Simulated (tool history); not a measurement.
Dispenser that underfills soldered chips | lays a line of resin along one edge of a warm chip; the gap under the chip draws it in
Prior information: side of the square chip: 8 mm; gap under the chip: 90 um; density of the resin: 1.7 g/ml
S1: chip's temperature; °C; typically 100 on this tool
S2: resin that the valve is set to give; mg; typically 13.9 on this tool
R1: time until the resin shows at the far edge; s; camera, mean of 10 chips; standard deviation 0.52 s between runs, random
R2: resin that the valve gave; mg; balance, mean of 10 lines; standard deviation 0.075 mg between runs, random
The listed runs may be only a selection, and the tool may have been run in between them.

run 1 hour=0 | S1=100 S2=13.9 | R1=45 R2=13.79
-- hour=8.3 new syringe of resin
run 2 hour=11.9 | S1=100 S2=13.9 | R1=47.4 R2=13.61
-- hour=19.5 new syringe of resin
run 3 hour=26.5 | S1=107 S2=13.9 | R1=38.3 R2=13.62
-- hour=31.1 new syringe of resin
run 4 hour=40.9 | S1=107 S2=13.9 | R1=44.4 R2=13.44
-- hour=42.5 new syringe of resin
run 5 hour=49 | S1=107 S2=13.9 | R1=39.4 R2=13.41
-- hour=53.4 new syringe of resin
run 6 hour=59.9 | S1=100 S2=13.9 | R1=53.3 R2=13.31
-- hour=65.3 new syringe of resin
run 7 hour=70.7 | S1=100 S2=12.4 | R1=51.1 R2=11.83
-- hour=76.7 new syringe of resin
run 8 hour=83.1 | S1=100 S2=12.4 | R1=54.1 R2=11.78
-- hour=88.1 new syringe of resin
run 9 hour=94.6 | S1=100 S2=13.9 | R1=52.7 R2=13.09
-- hour=99.5 new syringe of resin
run 10 hour=109.5 | S1=100 S2=11.8 | R1=67 R2=11.04
-- hour=110.5 new syringe of resin
-- hour=121.6 new syringe of resin
-- hour=122.6 dispensing valve cleaned and set on the balance
run 11 hour=122.6 | S1=100 S2=11.8 | R1=41.3 R2=11.74
run 12 hour=131 | S1=100 S2=13.9 | R1=55 R2=13.74
-- hour=134.1 new syringe of resin
-- hour=145.1 new syringe of resin
run 13 hour=146.2 | S1=100 S2=13.9 | R1=41.3 R2=13.83
-- hour=156.2 new syringe of resin
run 14 hour=156.2 | S1=92 S2=13.9 | R1=55.8 R2=13.77
run 15 hour=166.6 | S1=100 S2=13.1 | R1=61.8 R2=12.82
-- hour=167.8 new syringe of resin
run 16 hour=176.3 | S1=100 S2=13.1 | R1=58.6 R2=12.93
-- hour=179.7 new syringe of resin
run 17 hour=188.9 | S1=100 S2=13.1 | R1=59.6 R2=12.73
-- hour=190.6 new syringe of resin
run 18 hour=200.5 | S1=100 S2=13.1 | R1=59.7 R2=12.67
-- hour=202.1 new syringe of resin
run 19 hour=212.5 | S1=97 S2=16.3 | R1=67.3 R2=15.47
-- hour=213.5 new syringe of resin
run 20 hour=219.2 | S1=97 S2=16.3 | R1=55.8 R2=15.69
-- hour=224.6 new syringe of resin
run 21 hour=233.4 | S1=91 S2=17.3 | R1=82 R2=16.38
-- hour=235.8 new syringe of resin
run 22 hour=243.6 | S1=96 S2=15.7 | R1=64.9 R2=14.93
-- hour=247.6 new syringe of resin
run 23 hour=253.8 | S1=96 S2=15.7 | R1=58.7 R2=14.84
-- hour=258.5 new syringe of resin
run 24 hour=268.7 | S1=96 S2=15.7 | R1=67.3 R2=14.59
-- hour=269.9 new syringe of resin
-- hour=281.1 new syringe of resin
-- hour=283.6 dispensing valve cleaned and set on the balance
run 25 hour=284.5 | S1=96 S2=15.7 | R1=49.5 R2=15.59
-- hour=293.5 new syringe of resin
run 26 hour=296.1 | S1=102 S2=15.7 | R1=38.5 R2=15.64
-- hour=304.8 new syringe of resin
run 27 hour=308.4 | S1=95 S2=13 | R1=56.6 R2=12.87
-- hour=316.2 new syringe of resin
run 28 hour=317.4 | S1=89 S2=13.3 | R1=67.4 R2=13.09
run 29 hour=324.9 | S1=110 S2=13.9 | R1=36 R2=13.66
-- hour=328.2 new syringe of resin
run 30 hour=331.2 | S1=110 S2=13.9 | R1=28.4 R2=13.62
-- hour=339.3 new syringe of resin
-- hour=340.3 stage's temperature calibrated
run 31 hour=341.8 | S1=110 S2=13.9 | R1=30.1 R2=13.63
run 32 hour=348.6 | S1=101 S2=18 | R1=57.5 R2=17.48
-- hour=351.8 new syringe of resin
run 33 hour=361.2 | S1=94 S2=12 | R1=90.5 R2=11.51

Run 34 comes next. What will it give?
-- hour=362.6 new syringe of resin
run 34 hour=370.1 | S1=94 S2=12 | R1=? R2=?

Run 34 gave R1 82.2 s, R2 11.49 mg.
With no hidden state in the tool, this same run would have given R1 58.2 s, R2 11.91 mg.
